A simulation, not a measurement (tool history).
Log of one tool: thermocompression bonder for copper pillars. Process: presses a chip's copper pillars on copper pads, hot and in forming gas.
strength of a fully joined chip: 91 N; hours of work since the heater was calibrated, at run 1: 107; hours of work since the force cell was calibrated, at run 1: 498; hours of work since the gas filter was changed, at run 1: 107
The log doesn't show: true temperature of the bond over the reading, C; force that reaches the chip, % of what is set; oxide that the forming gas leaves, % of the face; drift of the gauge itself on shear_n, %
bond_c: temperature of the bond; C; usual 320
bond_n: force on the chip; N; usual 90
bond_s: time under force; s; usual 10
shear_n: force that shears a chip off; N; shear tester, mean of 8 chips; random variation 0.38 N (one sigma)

run    day  bond_c  bond_n  bond_s  hours of work since the heater was calibrated  hours of work since the force cell was calibrated  hours of work since the gas filter was changed  shear_n
  1  0.000     320      90      10                                            107                                                498                                             107     38.0
  2  0.258     320      90      10                                            112                                                502                                             112     37.8
  3  0.733     320      90      10                                            120                                                510                                             120     39.2
  4  1.238     320      90      10                                            128                                                518                                             128     37.5
  5  1.700     330      90      10                                            136                                                526                                             136     41.0
  6  1.975     330      90      10                                            141                                                531                                             141     41.8
  7  2.292     330      90      22                                            146                                                536                                             146     54.4
  8  2.808     320      90      10                                            154                                                545                                             154     38.8
  9  3.083     320      73      10                                            159                                                549                                             159     33.5
 10  3.492     320      73      17                                            166                                                556                                             166     41.2
 11  3.838     320      73      17                                            172                                                562                                             172     42.3
 12  4.133     297      90      10                                            177                                                567                                             177     30.8
 13  4.629     297      90      10                                            185                                                575                                             185     30.6
 14  4.988     330     127      10                                            191                                                581                                             191     48.5
 15  5.312     338      91      13                                            196                                                586                                             196     48.4
 16  5.654     338      91      13                                            202                                                592                                             202     48.1
 17  6.058     320      79      23                                            209                                                599                                             209     48.0
 18  6.483     321      73      10                                            216                                                606                                             216     34.8
     6.629  -- forming gas filter changed
 19  7.054     321      73      10                                            225                                                615                                               7     34.5
 20  7.542     321      73      10                                            233                                                623                                              15     34.6
 21  7.992     321      73      10                                            241                                                631                                              23     34.7
 22  8.450     309      66       8                                            248                                                639                                              30     26.3
 23  8.788     320     124      10                                            254                                                644                                              36     45.1

4 ways to go on from here, each from the tool as it stands after run 23. What would each give?
  A  9.133     320      90      16                                            260                                                650                                              42        ?
  B  9.133     343      66      28                                            260                                                650                                              42        ?
  C  9.133     327      57       5                                            260                                                650                                              42        ?
  D  9.133     320      88      20                                            260                                                650                                              42        ?

run  shear_n
  A     45.8
  B     55.6
  C     24.1
  D     48.7
Without the tool's hidden state the same runs would have given:
run  shear_n
  A     45.9
  B     55.8
  C     24.2
  D     48.8

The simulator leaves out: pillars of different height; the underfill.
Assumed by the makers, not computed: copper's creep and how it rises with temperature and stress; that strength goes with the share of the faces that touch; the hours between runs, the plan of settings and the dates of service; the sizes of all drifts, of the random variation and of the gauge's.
